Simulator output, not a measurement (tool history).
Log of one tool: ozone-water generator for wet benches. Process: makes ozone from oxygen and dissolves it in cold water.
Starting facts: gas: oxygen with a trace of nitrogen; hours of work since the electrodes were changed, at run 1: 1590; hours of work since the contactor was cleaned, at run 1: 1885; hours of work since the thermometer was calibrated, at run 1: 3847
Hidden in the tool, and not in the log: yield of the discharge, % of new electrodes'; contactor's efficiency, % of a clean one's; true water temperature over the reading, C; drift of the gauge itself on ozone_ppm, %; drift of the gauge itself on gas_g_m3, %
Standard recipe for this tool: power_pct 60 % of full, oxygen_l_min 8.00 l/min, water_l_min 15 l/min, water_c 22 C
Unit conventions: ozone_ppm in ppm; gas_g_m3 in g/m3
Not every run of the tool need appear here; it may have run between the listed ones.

run	day	power_pct	oxygen_l_min	water_l_min	water_c	hours of work since the electrodes were changed	hours of work since the contactor was cleaned	hours of work since the thermometer was calibrated	ozone_ppm	gas_g_m3
1	0.000	60	8.00	15	22	1590	1885	3847	22.8	151.8
2	3.296	60	13.84	15	22	1658	1952	3915	20.1	114.0
3	5.408	60	13.84	15	22	1701	1996	3958	20.5	114.7
4	8.746	60	8.00	15	22	1770	2064	4027	22.6	151.8
5	12.017	60	8.00	15	22	1837	2132	4094	22.2	149.7
# day 12.712: contactor cleaned
6	15.317	47	6.55	15	16	1902	53	4158	21.9	136.8
7	17.175	47	6.55	15	16	1940	92	4196	22.2	136.8
8	19.583	47	6.55	15	16	1989	141	4246	22.0	136.3
9	23.083	44	4.53	10	26	2061	213	4318	22.2	155.4
10	26.433	42	7.46	15	17	2130	282	4386	19.3	116.5

Branching from run 10: 3 alternative next runs. What would each branch give?
A	28.254	42	9.88	15	17	2167	319	4424	?	?
B	28.254	60	11.93	16	22	2167	319	4424	?	?
C	28.254	60	10.25	15	18	2167	319	4424	?	?

run	ozone_ppm	gas_g_m3
A	18.8	103.1
B	20.6	122.3
C	24.0	131.7
What these runs would have given with no unlogged condition in the tool:
run	ozone_ppm	gas_g_m3
A	20.0	107.3
B	22.4	129.7
C	26.0	139.6
